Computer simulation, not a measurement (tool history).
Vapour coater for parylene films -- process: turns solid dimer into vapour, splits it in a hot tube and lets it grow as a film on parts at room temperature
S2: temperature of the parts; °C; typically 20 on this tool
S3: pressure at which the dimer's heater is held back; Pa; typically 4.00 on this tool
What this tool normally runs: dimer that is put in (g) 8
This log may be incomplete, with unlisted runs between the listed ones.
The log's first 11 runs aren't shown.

{"run": 12, "hour": 377.1, "dimer that is put in (g)": 10, "S2": 20, "S3": 4.0, "thickness of the film (µm)": 4.54}
{"run": 13, "hour": 414.2, "dimer that is put in (g)": 10, "S2": 20, "S3": 4.0, "thickness of the film (µm)": 4.51}
{"run": 14, "hour": 433.9, "dimer that is put in (g)": 8, "S2": 20, "S3": 4.0, "thickness of the film (µm)": 3.58}
{"run": 15, "hour": 474.2, "dimer that is put in (g)": 6, "S2": 20, "S3": 4.0, "thickness of the film (µm)": 2.61}
{"hour": 483.9, "done": "trap's valve overhauled"}
{"run": 16, "hour": 521.9, "dimer that is put in (g)": 6, "S2": 20, "S3": 4.0, "thickness of the film (µm)": 3.04}
{"run": 17, "hour": 551.9, "dimer that is put in (g)": 6, "S2": 20, "S3": 4.0, "thickness of the film (µm)": 3.01}
{"run": 18, "hour": 587.7, "dimer that is put in (g)": 12, "S2": 21, "S3": 4.0, "thickness of the film (µm)": 5.75}
{"run": 19, "hour": 613.1, "dimer that is put in (g)": 3, "S2": 21, "S3": 3.12, "thickness of the film (µm)": 1.48}
{"run": 20, "hour": 640.9, "dimer that is put in (g)": 13, "S2": 26, "S3": 7.02, "thickness of the film (µm)": 4.38}
{"run": 21, "hour": 681.8, "dimer that is put in (g)": 4, "S2": 15, "S3": 5.13, "thickness of the film (µm)": 2.27}
{"run": 22, "hour": 710.0, "dimer that is put in (g)": 4, "S2": 17, "S3": 6.14, "thickness of the film (µm)": 2.01}
{"run": 23, "hour": 753.1, "dimer that is put in (g)": 8, "S2": 17, "S3": 3.22, "thickness of the film (µm)": 4.48}
{"run": 24, "hour": 786.3, "dimer that is put in (g)": 8, "S2": 17, "S3": 4.27, "thickness of the film (µm)": 4.16}
{"run": 25, "hour": 824.9, "dimer that is put in (g)": 13, "S2": 25, "S3": 3.94, "thickness of the film (µm)": 4.75}
{"run": 26, "hour": 847.5, "dimer that is put in (g)": 7, "S2": 15, "S3": 5.68, "thickness of the film (µm)": 3.65}
{"run": 27, "hour": 880.1, "dimer that is put in (g)": 5, "S2": 16, "S3": 4.0, "thickness of the film (µm)": 2.63}
{"hour": 909.9, "done": "trap's valve overhauled"}
{"run": 28, "hour": 927.4, "dimer that is put in (g)": 6, "S2": 23, "S3": 4.3, "thickness of the film (µm)": 2.64}
{"run": 29, "hour": 962.4, "dimer that is put in (g)": 7, "S2": 28, "S3": 8.49, "thickness of the film (µm)": 2.18}
{"run": 30, "hour": 991.3, "dimer that is put in (g)": 7, "S2": 28, "S3": 8.49, "thickness of the film (µm)": 2.1}
{"run": 31, "hour": 1028.0, "dimer that is put in (g)": 7, "S2": 30, "S3": 8.49, "thickness of the film (µm)": 1.93}
{"run": 32, "hour": 1072.9, "dimer that is put in (g)": 7, "S2": 30, "S3": 8.49, "thickness of the film (µm)": 1.92}
{"run": 33, "hour": 1118.1, "dimer that is put in (g)": 5, "S2": 30, "S3": 2.49, "thickness of the film (µm)": 1.79}

What if the next run were any one of these 4? Each begins from the tool's condition after run 33:
{"run": "A", "hour": 1154.8, "dimer that is put in (g)": 9, "S2": 29, "S3": 4.0, "thickness of the film (µm)": "?"}
{"run": "B", "hour": 1154.8, "dimer that is put in (g)": 5, "S2": 18, "S3": 2.33, "thickness of the film (µm)": "?"}
{"run": "C", "hour": 1154.8, "dimer that is put in (g)": 3, "S2": 30, "S3": 2.49, "thickness of the film (µm)": "?"}
{"run": "D", "hour": 1154.8, "dimer that is put in (g)": 6, "S2": 27, "S3": 3.66, "thickness of the film (µm)": "?"}

run=A thickness_of_the_film_(µm)=2.91
run=B thickness_of_the_film_(µm)=2.91
run=C thickness_of_the_film_(µm)=1.01
run=D thickness_of_the_film_(µm)=2.18
With the hidden condition removed and each run's random variation left untouched, the same runs would have given:
run=A thickness_of_the_film_(µm)=3.05
run=B thickness_of_the_film_(µm)=3.05
run=C thickness_of_the_film_(µm)=1.06
run=D thickness_of_the_film_(µm)=2.29

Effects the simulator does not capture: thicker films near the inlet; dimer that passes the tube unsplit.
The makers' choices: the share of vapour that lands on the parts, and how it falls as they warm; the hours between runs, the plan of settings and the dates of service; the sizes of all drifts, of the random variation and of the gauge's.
